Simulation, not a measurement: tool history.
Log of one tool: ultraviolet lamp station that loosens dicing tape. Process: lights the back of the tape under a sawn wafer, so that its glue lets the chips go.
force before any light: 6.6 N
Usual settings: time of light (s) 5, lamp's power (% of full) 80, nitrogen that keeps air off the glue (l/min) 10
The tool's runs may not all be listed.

run	day	time of light (s)	lamp's power (% of full)	nitrogen that keeps air off the glue (l/min)	force that peels the tape off (N)	light that reached the tape (mJ/cm2)
1	0.000	5	80	10	1.467	363
2	2.004	5	80	10	1.569	357
3	3.492	5	80	10	1.639	350
4	4.600	5	80	10	1.620	351
5	6.371	5	80	10	1.717	330
6	8.192	5	80	10	1.756	319
7	9.092	5	72	10	1.984	287
8	10.729	5	62	8	2.541	245
9	11.838	5	62	8	2.222	266
10	13.638	5	62	8	2.347	264

Not shown: 2 entries that the log had between the listed runs. Between which runs, and how does the tool's hidden state differ before and after?
Between runs 4 and 5: window cleaned of glue's vapour (day 4.712)
  lamp's light, % of a new lamp's: 67.4 -> 66.6; light that the window lets through, % of a clean one's: 94.6 -> 91.2
  measured less the result without the state, force that peels the tape off (N): +0.842 -> +0.947; light that reached the tape (mJ/cm2): -197 -> -214
Between runs 8 and 9: window cleaned of glue's vapour, once more (day 11.292)
  lamp's light, % of a new lamp's: 64.5 -> 64; light that the window lets through, % of a clean one's: 89.8 -> 98.9
  measured less the result without the state, force that peels the tape off (N): +1.237 -> +0.981; light that reached the tape (mJ/cm2): -178 -> -155
